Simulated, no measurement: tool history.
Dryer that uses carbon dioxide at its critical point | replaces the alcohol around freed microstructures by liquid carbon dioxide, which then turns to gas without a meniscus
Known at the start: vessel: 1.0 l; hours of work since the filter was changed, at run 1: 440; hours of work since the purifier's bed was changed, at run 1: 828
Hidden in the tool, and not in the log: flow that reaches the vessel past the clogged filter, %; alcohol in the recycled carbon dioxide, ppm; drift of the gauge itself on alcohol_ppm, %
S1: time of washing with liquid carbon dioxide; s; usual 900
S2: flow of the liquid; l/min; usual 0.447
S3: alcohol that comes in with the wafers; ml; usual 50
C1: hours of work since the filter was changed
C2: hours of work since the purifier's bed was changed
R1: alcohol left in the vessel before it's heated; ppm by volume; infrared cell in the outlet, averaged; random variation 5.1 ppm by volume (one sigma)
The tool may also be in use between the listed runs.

run 1 hour=0 | S1=900 S2=0.447 S3=50 | C1=440 C2=828 | R1=336
-- hour=2.7 inlet filter changed
run 2 hour=22.3 | S1=900 S2=0.447 S3=108 | C1=11 C2=840 | R1=313
run 3 hour=40.9 | S1=900 S2=0.447 S3=108 | C1=22 C2=851 | R1=319
run 4 hour=75.4 | S1=900 S2=0.447 S3=108 | C1=42 C2=871 | R1=331
run 5 hour=99.2 | S1=900 S2=0.447 S3=108 | C1=56 C2=884 | R1=341
run 6 hour=134.7 | S1=900 S2=0.447 S3=108 | C1=76 C2=905 | R1=357
run 7 hour=171.7 | S1=900 S2=0.447 S3=108 | C1=97 C2=926 | R1=367
run 8 hour=193 | S1=600 S2=0.447 S3=50 | C1=109 C2=938 | R1=930
run 9 hour=233.6 | S1=1140 S2=0.447 S3=50 | C1=133 C2=962 | R1=213
run 10 hour=252.3 | S1=1140 S2=0.447 S3=50 | C1=144 C2=972 | R1=209
run 11 hour=270.3 | S1=1140 S2=0.447 S3=50 | C1=154 C2=983 | R1=211
run 12 hour=297.2 | S1=1140 S2=0.447 S3=50 | C1=169 C2=998 | R1=202
run 13 hour=324.4 | S1=1140 S2=0.447 S3=50 | C1=185 C2=1014 | R1=218
run 14 hour=343.4 | S1=900 S2=0.644 S3=50 | C1=196 C2=1025 | R1=201
run 15 hour=370.2 | S1=900 S2=0.644 S3=50 | C1=211 C2=1040 | R1=216
run 16 hour=401.2 | S1=900 S2=0.644 S3=50 | C1=229 C2=1058 | R1=220
run 17 hour=433.4 | S1=900 S2=0.644 S3=46 | C1=248 C2=1077 | R1=215
run 18 hour=472.4 | S1=900 S2=0.644 S3=46 | C1=270 C2=1099 | R1=222
run 19 hour=510.5 | S1=900 S2=0.447 S3=50 | C1=292 C2=1121 | R1=361
run 20 hour=532.7 | S1=900 S2=0.447 S3=50 | C1=305 C2=1134 | R1=364
run 21 hour=572.7 | S1=960 S2=0.447 S3=50 | C1=328 C2=1157 | R1=330
run 22 hour=599.8 | S1=960 S2=0.447 S3=50 | C1=343 C2=1172 | R1=348
run 23 hour=622.3 | S1=960 S2=0.447 S3=50 | C1=356 C2=1185 | R1=337
run 24 hour=655.7 | S1=900 S2=0.447 S3=47 | C1=376 C2=1204 | R1=408
run 25 hour=674.2 | S1=900 S2=0.447 S3=47 | C1=386 C2=1215 | R1=408
run 26 hour=707.7 | S1=900 S2=0.447 S3=47 | C1=406 C2=1234 | R1=445
run 27 hour=747.3 | S1=1140 S2=0.447 S3=24 | C1=428 C2=1257 | R1=270
run 28 hour=764.8 | S1=1140 S2=0.447 S3=24 | C1=438 C2=1267 | R1=270
-- hour=770.7 inlet filter changed
run 29 hour=791.7 | S1=1140 S2=0.447 S3=24 | C1=12 C2=1282 | R1=261
run 30 hour=814.3 | S1=720 S2=0.418 S3=24 | C1=25 C2=1295 | R1=444
run 31 hour=830.9 | S1=960 S2=0.514 S3=62 | C1=35 C2=1305 | R1=280
run 32 hour=850.3 | S1=600 S2=0.612 S3=56 | C1=46 C2=1316 | R1=380
run 33 hour=882.9 | S1=900 S2=0.382 S3=50 | C1=65 C2=1335 | R1=492
run 34 hour=913.7 | S1=900 S2=0.382 S3=50 | C1=82 C2=1352 | R1=489
-- hour=944.7 purifier's bed changed
run 35 hour=949.5 | S1=900 S2=0.684 S3=94 | C1=101 C2=3 | R1=19
run 36 hour=986.5 | S1=900 S2=0.596 S3=36 | C1=122 C2=24 | R1=18
run 37 hour=1012.2 | S1=900 S2=0.596 S3=36 | C1=137 C2=39 | R1=11

The next listed run, before its measurement:
run 38 hour=1048.2 | S1=1080 S2=0.282 S3=23 | C1=158 C2=60 | R1=?

{"run 38": {"R1": 263}}
Without the tool's hidden state the same run would have given R1 182 ppm by volume.
